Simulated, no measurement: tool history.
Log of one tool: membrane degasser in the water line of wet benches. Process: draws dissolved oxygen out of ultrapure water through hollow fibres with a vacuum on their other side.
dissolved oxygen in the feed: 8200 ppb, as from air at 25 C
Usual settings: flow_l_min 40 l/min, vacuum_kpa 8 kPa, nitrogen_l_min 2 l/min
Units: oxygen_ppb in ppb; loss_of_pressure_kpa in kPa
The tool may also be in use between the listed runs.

run	hour	flow_l_min	vacuum_kpa	nitrogen_l_min	oxygen_ppb	loss_of_pressure_kpa
1	0	40	8	2	227.4	48.59
2	138.6	40	8	2	225.2	48.73
3	236.9	40	8	2	228.7	48.88
4	478.7	40	10.82	2	347.7	48.7
5	601.8	40	10.82	2	346.5	49.13
# hour 771.3: vacuum gauge calibrated
6	771.8	40	8	2.99	165.9	48.24
7	910.3	40	8	2.99	169.7	48.69
8	1037.5	40	8	2.99	166.8	48.81
9	1219.9	40	8	2	229.5	48.55
10	1423.1	40	8	2	226.1	48.56
11	1587.1	40	8	2	228.4	48.79
12	1722.3	40	10.88	2	348.2	48.54
13	1936	40	10.88	2	349.9	48.62
14	2099.5	40	8	2	232.9	48.44
15	2243.9	40	8	4.41	120.2	48.5
16	2399.1	40	13.9	4.41	242.7	48.67
# hour 2411.2: seals of the vacuum lines changed
17	2637.1	40	12.74	3.7	257.8	48.38
18	2745.2	40	12.74	3.7	255.7	48.47
19	2870.4	37	8	0.93	381.7	44.58
20	3103.9	37	8	0.93	384.7	44.54
21	3286	40	19.5	2	698.3	48.08
22	3489.5	40	8	1.85	243	48.56
23	3723.8	32	8.91	5.47	89.5	38.47
24	3958	32	8.91	1.53	262.2	38.57
25	4142.7	35	8	1.91	206.2	42.15
26	4266.4	40	9.09	5.54	121.4	47.69
# hour 4339.4: vacuum gauge calibrated
27	4382.2	37	8	1.34	297	44.59
28	4592.3	37	8	1.34	294.8	44.48
29	4716.3	37	8	1.34	292.8	44.24
30	4860	37	8	1.34	292.7	44.29
31	5030	37	6.4	0.86	278.5	44.43

Measured less the same run without the tool's hidden state. The same run-to-run variation is in both; the gauge's scatter may not be:
The hidden state here: membrane still open, %; true pressure behind the membrane over the reading, kPa; air that leaks in behind the membrane, l/min; drift of the gauge itself on oxygen_ppb, %; drift of the gauge itself on loss_of_pressure_kpa, %.
run	loss_of_pressure_kpa
1	+0.01
2	-0.01
3	-0.02
4	-0.06
5	-0.08
6	-0.1
7	-0.12
8	-0.14
9	-0.17
10	-0.21
11	-0.23
12	-0.24
13	-0.28
14	-0.31
15	-0.32
16	-0.34
17	-0.38
18	-0.41
19	-0.39
20	-0.42
21	-0.48
22	-0.51
23	-0.44
24	-0.46
25	-0.53
26	-0.63
27	-0.6
28	-0.62
29	-0.64
30	-0.66
31	-0.69
oxygen_ppb: within 0.2 ppb of the measured result in every run.
